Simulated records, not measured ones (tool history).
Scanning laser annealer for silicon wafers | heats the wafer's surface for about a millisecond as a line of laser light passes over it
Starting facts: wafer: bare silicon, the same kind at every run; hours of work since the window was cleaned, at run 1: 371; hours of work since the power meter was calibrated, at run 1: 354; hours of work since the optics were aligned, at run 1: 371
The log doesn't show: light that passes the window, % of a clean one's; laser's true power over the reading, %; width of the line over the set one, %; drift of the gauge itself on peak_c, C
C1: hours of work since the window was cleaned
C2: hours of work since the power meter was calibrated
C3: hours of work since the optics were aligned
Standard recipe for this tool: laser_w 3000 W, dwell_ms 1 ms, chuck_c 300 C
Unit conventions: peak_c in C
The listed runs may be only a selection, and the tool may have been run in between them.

Run 1, hour 0: usual settings; C1 371; C2 354; C3 371. Result: peak_c 1069 C.
Run 2, hour 42: usual settings; C1 402; C2 385; C3 402. Result: peak_c 1068 C.
At hour 46.8: window over the wafer cleaned.
Run 3, hour 80.2: usual settings; C1 25; C2 412; C3 429. Result: peak_c 1095 C.
Run 4, hour 109.3: usual settings; C1 47; C2 434; C3 451. Result: peak_c 1094 C.
Run 5, hour 138: usual settings; C1 68; C2 456; C3 473. Result: peak_c 1092 C.
Run 6, hour 180.7: usual settings but laser_w 3097 W; C1 101; C2 488; C3 505. Result: peak_c 1119 C.
Run 7, hour 230.5: usual settings but laser_w 3097 W; C1 138; C2 525; C3 542. Result: peak_c 1118 C.
Run 8, hour 273.5: usual settings but laser_w 3097 W; C1 170; C2 557; C3 574. Result: peak_c 1115 C.
Run 9, hour 303.3: usual settings but laser_w 3097 W; C1 193; C2 580; C3 597. Result: peak_c 1111 C.
Run 10, hour 353.1: usual settings but laser_w 2586 W; C1 230; C2 617; C3 634. Result: peak_c 948 C.
Run 11, hour 400.8: usual settings but laser_w 2586 W; C1 266; C2 653; C3 670. Result: peak_c 950 C.
Run 12, hour 442.5: usual settings but laser_w 2586 W; C1 297; C2 684; C3 701. Result: peak_c 943 C.
Run 13, hour 475.4: usual settings but laser_w 2586 W; C1 322; C2 709; C3 726. Result: peak_c 943 C.
Run 14, hour 503.8: usual settings but laser_w 2586 W; C1 343; C2 730; C3 747. Result: peak_c 943 C.
Run 15, hour 547.6: usual settings but laser_w 2586 W; C1 376; C2 763; C3 780. Result: peak_c 937 C.
Run 16, hour 574.9: usual settings but laser_w 2586 W; C1 396; C2 783; C3 800. Result: peak_c 934 C.
At hour 584.7: optics aligned, line set to its width.
At hour 593.9: window over the wafer cleaned.
Run 17, hour 628.8: usual settings but chuck_c 277 C; C1 26; C2 819; C3 32. Result: peak_c 1072 C.
Run 18, hour 666: usual settings but chuck_c 277 C; C1 54; C2 847; C3 60. Result: peak_c 1071 C.
Run 19, hour 696: usual settings but laser_w 2895 W; C1 77; C2 869; C3 82. Result: peak_c 1058 C.
Run 20, hour 730.8: usual settings but laser_w 2895 W; C1 103; C2 895; C3 108. Result: peak_c 1056 C.
Run 21, hour 781.9: usual settings but laser_w 3137 W, chuck_c 262 C; C1 141; C2 934; C3 147. Result: peak_c 1093 C.
Run 22, hour 816.8: usual settings but laser_w 3183 W, dwell_ms 0.93 ms, chuck_c 262 C; C1 167; C2 960; C3 173. Result: peak_c 1078 C.
Run 23, hour 863.6: usual settings but laser_w 2668 W, dwell_ms 1.15 ms, chuck_c 308 C; C1 202; C2 995; C3 208. Result: peak_c 1037 C.
Run 24, hour 892.7: usual settings but dwell_ms 1.07 ms; C1 224; C2 1017; C3 230. Result: peak_c 1104 C.
Run 25, hour 935.8: usual settings but laser_w 2856 W, dwell_ms 0.96 ms, chuck_c 310 C; C1 257; C2 1049; C3 262. Result: peak_c 1028 C.
Run 26, hour 976.7: usual settings but laser_w 2856 W, dwell_ms 0.96 ms, chuck_c 310 C; C1 287; C2 1080; C3 293. Result: peak_c 1026 C.
Run 27, hour 1012.7: usual settings but laser_w 2856 W, dwell_ms 0.96 ms, chuck_c 310 C; C1 314; C2 1107; C3 320. Result: peak_c 1025 C.
Run 28, hour 1034.8: usual settings but laser_w 2856 W, dwell_ms 0.96 ms, chuck_c 310 C; C1 331; C2 1123; C3 336. Result: peak_c 1024 C.
Run 29, hour 1074: usual settings but laser_w 2856 W, dwell_ms 1.09 ms, chuck_c 310 C; C1 360; C2 1153; C3 366. Result: peak_c 1064 C.
Run 30, hour 1104.2: usual settings but laser_w 3140 W, dwell_ms 1.17 ms, chuck_c 333 C; C1 383; C2 1175; C3 388. Result: peak_c 1207 C.
Run 31, hour 1130.9: usual settings but laser_w 2838 W, dwell_ms 0.82 ms, chuck_c 304 C; C1 403; C2 1195; C3 408. Result: peak_c 954 C.
At hour 1137.5: window over the wafer cleaned.
Run 32, hour 1175.1: usual settings but laser_w 2838 W, dwell_ms 0.82 ms, chuck_c 304 C; C1 28; C2 1227; C3 440. Result: peak_c 979 C.
Run 33, hour 1198.8: usual settings but laser_w 3199 W, chuck_c 319 C; C1 46; C2 1245; C3 458. Result: peak_c 1179 C.

Expected results for the next run?
Run 34, hour 1240.6: usual settings but laser_w 3199 W, dwell_ms 0.81 ms, chuck_c 319 C; C1 77; C2 1276; C3 489. Result: peak_c ?.

peak_c: 1097 C
On a tool with no hidden condition, and with the same random variation, this run would have come out at peak_c 1106 C.

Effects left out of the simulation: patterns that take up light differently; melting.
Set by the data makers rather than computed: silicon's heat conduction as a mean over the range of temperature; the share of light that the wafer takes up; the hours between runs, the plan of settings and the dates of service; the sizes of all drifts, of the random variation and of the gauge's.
